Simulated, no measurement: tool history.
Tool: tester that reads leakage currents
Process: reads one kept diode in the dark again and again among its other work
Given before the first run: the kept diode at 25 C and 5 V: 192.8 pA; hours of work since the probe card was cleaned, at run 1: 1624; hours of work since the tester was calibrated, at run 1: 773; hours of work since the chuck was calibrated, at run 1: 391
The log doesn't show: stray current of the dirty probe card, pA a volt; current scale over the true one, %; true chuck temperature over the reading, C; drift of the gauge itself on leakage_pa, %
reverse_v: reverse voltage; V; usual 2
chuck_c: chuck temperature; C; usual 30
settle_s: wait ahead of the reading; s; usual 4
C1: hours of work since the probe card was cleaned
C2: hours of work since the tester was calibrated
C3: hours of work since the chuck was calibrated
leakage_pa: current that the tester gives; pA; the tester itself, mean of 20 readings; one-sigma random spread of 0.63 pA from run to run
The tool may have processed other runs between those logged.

{"run": 1, "day": 0.0, "reverse_v": 2, "chuck_c": 30, "settle_s": 4, "C1": 1624, "C2": 773, "C3": 391, "leakage_pa": 216.3}
{"run": 2, "day": 1.988, "reverse_v": 2, "chuck_c": 30, "settle_s": 4, "C1": 1654, "C2": 803, "C3": 421, "leakage_pa": 217.9}
{"run": 3, "day": 4.938, "reverse_v": 2, "chuck_c": 30, "settle_s": 4, "C1": 1699, "C2": 847, "C3": 466, "leakage_pa": 217.07}
{"run": 4, "day": 6.246, "reverse_v": 2, "chuck_c": 30, "settle_s": 4, "C1": 1718, "C2": 867, "C3": 485, "leakage_pa": 217.61}
{"run": 5, "day": 8.125, "reverse_v": 2, "chuck_c": 30, "settle_s": 4, "C1": 1747, "C2": 896, "C3": 514, "leakage_pa": 217.81}
{"run": 6, "day": 10.954, "reverse_v": 2, "chuck_c": 30, "settle_s": 4, "C1": 1790, "C2": 939, "C3": 557, "leakage_pa": 217.3}
{"run": 7, "day": 12.758, "reverse_v": 2, "chuck_c": 59, "settle_s": 4, "C1": 1817, "C2": 966, "C3": 584, "leakage_pa": 2089.33}
{"run": 8, "day": 15.308, "reverse_v": 2, "chuck_c": 59, "settle_s": 4, "C1": 1856, "C2": 1004, "C3": 623, "leakage_pa": 2088.9}
{"run": 9, "day": 16.629, "reverse_v": 2, "chuck_c": 59, "settle_s": 4, "C1": 1876, "C2": 1024, "C3": 643, "leakage_pa": 2089.65}
{"run": 10, "day": 18.854, "reverse_v": 2, "chuck_c": 59, "settle_s": 4, "C1": 1909, "C2": 1058, "C3": 676, "leakage_pa": 2097.23}
{"run": 11, "day": 21.15, "reverse_v": 2, "chuck_c": 59, "settle_s": 4, "C1": 1944, "C2": 1093, "C3": 711, "leakage_pa": 2084.28}
{"day": 21.383, "done": "chuck's temperature calibrated"}
{"run": 12, "day": 24.204, "reverse_v": 2, "chuck_c": 59, "settle_s": 4, "C1": 1989, "C2": 1138, "C3": 43, "leakage_pa": 2109.1}
{"run": 13, "day": 25.967, "reverse_v": 2, "chuck_c": 59, "settle_s": 4, "C1": 2016, "C2": 1165, "C3": 69, "leakage_pa": 2106.96}
{"day": 28.525, "done": "chuck's temperature calibrated, once more"}
{"run": 14, "day": 28.683, "reverse_v": 2, "chuck_c": 30, "settle_s": 4, "C1": 2056, "C2": 1204, "C3": 2, "leakage_pa": 214.85}
{"run": 15, "day": 29.992, "reverse_v": 2, "chuck_c": 30, "settle_s": 4, "C1": 2075, "C2": 1224, "C3": 22, "leakage_pa": 215.51}
{"run": 16, "day": 31.904, "reverse_v": 2, "chuck_c": 30, "settle_s": 4, "C1": 2104, "C2": 1253, "C3": 51, "leakage_pa": 215.65}
{"run": 17, "day": 33.7, "reverse_v": 2, "chuck_c": 30, "settle_s": 4, "C1": 2132, "C2": 1280, "C3": 78, "leakage_pa": 215.34}
{"run": 18, "day": 36.679, "reverse_v": 2, "chuck_c": 30, "settle_s": 4, "C1": 2177, "C2": 1326, "C3": 123, "leakage_pa": 216.58}
{"run": 19, "day": 39.183, "reverse_v": 8.18, "chuck_c": 30, "settle_s": 4, "C1": 2215, "C2": 1363, "C3": 161, "leakage_pa": 371.81}
{"run": 20, "day": 41.979, "reverse_v": 2, "chuck_c": 30, "settle_s": 4, "C1": 2257, "C2": 1406, "C3": 204, "leakage_pa": 216.45}
{"run": 21, "day": 44.092, "reverse_v": 1.13, "chuck_c": 30, "settle_s": 6.99, "C1": 2289, "C2": 1438, "C3": 236, "leakage_pa": 173.94}
{"run": 22, "day": 47.221, "reverse_v": 1.13, "chuck_c": 30, "settle_s": 6.99, "C1": 2336, "C2": 1485, "C3": 283, "leakage_pa": 175.4}
{"run": 23, "day": 49.758, "reverse_v": 1.91, "chuck_c": 21, "settle_s": 4, "C1": 2375, "C2": 1524, "C3": 322, "leakage_pa": 98.43}
{"run": 24, "day": 51.867, "reverse_v": 1.91, "chuck_c": 21, "settle_s": 4, "C1": 2407, "C2": 1556, "C3": 353, "leakage_pa": 97.87}
{"run": 25, "day": 54.125, "reverse_v": 1.91, "chuck_c": 21, "settle_s": 4, "C1": 2441, "C2": 1590, "C3": 388, "leakage_pa": 98.59}
{"run": 26, "day": 55.625, "reverse_v": 1.91, "chuck_c": 21, "settle_s": 4, "C1": 2464, "C2": 1612, "C3": 410, "leakage_pa": 98.22}
{"run": 27, "day": 57.388, "reverse_v": 1.91, "chuck_c": 21, "settle_s": 4, "C1": 2490, "C2": 1639, "C3": 437, "leakage_pa": 98.01}
{"run": 28, "day": 58.9, "reverse_v": 1.74, "chuck_c": 30, "settle_s": 4, "C1": 2513, "C2": 1662, "C3": 460, "leakage_pa": 207.61}
{"run": 29, "day": 60.417, "reverse_v": 2.42, "chuck_c": 30, "settle_s": 1.97, "C1": 2536, "C2": 1685, "C3": 483, "leakage_pa": 237.03}
{"run": 30, "day": 63.062, "reverse_v": 2.72, "chuck_c": 30, "settle_s": 9.9, "C1": 2576, "C2": 1725, "C3": 523, "leakage_pa": 246.82}
{"run": 31, "day": 65.217, "reverse_v": 2, "chuck_c": 22, "settle_s": 1.93, "C1": 2609, "C2": 1758, "C3": 556, "leakage_pa": 110.26}
{"run": 32, "day": 67.292, "reverse_v": 2, "chuck_c": 21, "settle_s": 4.55, "C1": 2640, "C2": 1789, "C3": 587, "leakage_pa": 101}
{"run": 33, "day": 70.283, "reverse_v": 5.66, "chuck_c": 28, "settle_s": 0.39, "C1": 2686, "C2": 1834, "C3": 632, "leakage_pa": 279.7}
{"run": 34, "day": 72.775, "reverse_v": 2, "chuck_c": 27, "settle_s": 1.04, "C1": 2723, "C2": 1872, "C3": 670, "leakage_pa": 171.12}
{"run": 35, "day": 75.262, "reverse_v": 2, "chuck_c": 27, "settle_s": 1.04, "C1": 2761, "C2": 1910, "C3": 708, "leakage_pa": 171.23}
{"run": 36, "day": 76.917, "reverse_v": 2, "chuck_c": 27, "settle_s": 1.04, "C1": 2786, "C2": 1935, "C3": 733, "leakage_pa": 170.88}
{"run": 37, "day": 79.167, "reverse_v": 2, "chuck_c": 27, "settle_s": 1.04, "C1": 2820, "C2": 1969, "C3": 767, "leakage_pa": 171.74}
{"run": 38, "day": 81.512, "reverse_v": 1.92, "chuck_c": 21, "settle_s": 1.04, "C1": 2856, "C2": 2004, "C3": 802, "leakage_pa": 99.9}
{"run": 39, "day": 82.988, "reverse_v": 1.32, "chuck_c": 30, "settle_s": 1.53, "C1": 2878, "C2": 2027, "C3": 825, "leakage_pa": 189.41}

Entry by entry between the runs, the difference in hidden state between the last listed run before and the first listed run after:
Run 11 -> run 12: chuck's temperature calibrated (day 21.383)
  stray current of the dirty probe card, pA a volt: 0.924 -> 0.945; current scale over the true one, %: 0.26 -> 0.28; true chuck temperature over the reading, C: 0.32 -> 0.46
  measured minus no-state result, leakage_pa: +54.28 -> +75.69 pA
Run 13 -> run 14: chuck's temperature calibrated, once more (day 28.525)
  stray current of the dirty probe card, pA a volt: 0.958 -> 0.978; current scale over the true one, %: 0.29 -> 0.31; true chuck temperature over the reading, C: 0.47 -> 0.08
  measured minus no-state result, leakage_pa: +77.08 -> +4.06 pA
